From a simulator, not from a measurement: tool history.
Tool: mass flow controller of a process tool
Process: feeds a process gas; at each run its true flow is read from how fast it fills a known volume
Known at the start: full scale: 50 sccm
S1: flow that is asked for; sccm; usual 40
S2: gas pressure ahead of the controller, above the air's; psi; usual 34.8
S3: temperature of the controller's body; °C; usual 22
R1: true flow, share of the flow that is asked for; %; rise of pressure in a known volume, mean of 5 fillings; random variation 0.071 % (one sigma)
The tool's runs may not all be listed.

Run 1, hour 0.0: usual settings. Result: R1 99.71 %.
Run 2, hour 75.2: usual settings. Result: R1 99.92 %.
Run 3, hour 157.6: usual settings. Result: R1 99.90 %.
Run 4, hour 317.9: usual settings. Result: R1 99.97 %.
Run 5, hour 413.5: usual settings. Result: R1 99.95 %.
Run 6, hour 558.3: usual settings. Result: R1 100.09 %.
Run 7, hour 668.4: usual settings but S1 11 sccm, S2 38.9 psi, S3 29 °C. Result: R1 98.30 %.
Run 8, hour 770.4: usual settings but S1 11 sccm, S2 38.9 psi, S3 29 °C. Result: R1 98.48 %.
Run 9, hour 913.5: usual settings but S1 11 sccm, S2 38.9 psi, S3 29 °C. Result: R1 98.56 %.
Run 10, hour 1000.0: usual settings but S1 11 sccm, S2 38.9 psi, S3 29 °C. Result: R1 98.55 %.
Run 11, hour 1095.3: usual settings but S1 9 sccm, S2 38.0 psi, S3 29 °C. Result: R1 98.49 %.

Some steps in R1 between neighbouring runs. How much of each would the tool show without its hidden state too (settings, what came in, random variation), and how much is left for the hidden state, with any gauge scatter that isn't in both results?
The hidden state here: flow at rest that the sensor doesn't see, % of full scale; true flow over the shown one, %; drift of the gauge itself on true_pct, %.
Run 3 -> 4: no setting changed, nothing entered. R1 +0.07 %: hidden state +0.10, all else -0.03.
Run 6 -> 7: S1 40 -> 11, S2 34.8 -> 38.9, S3 22 -> 29. R1 -1.79 %: hidden state +0.05, all else -1.84.
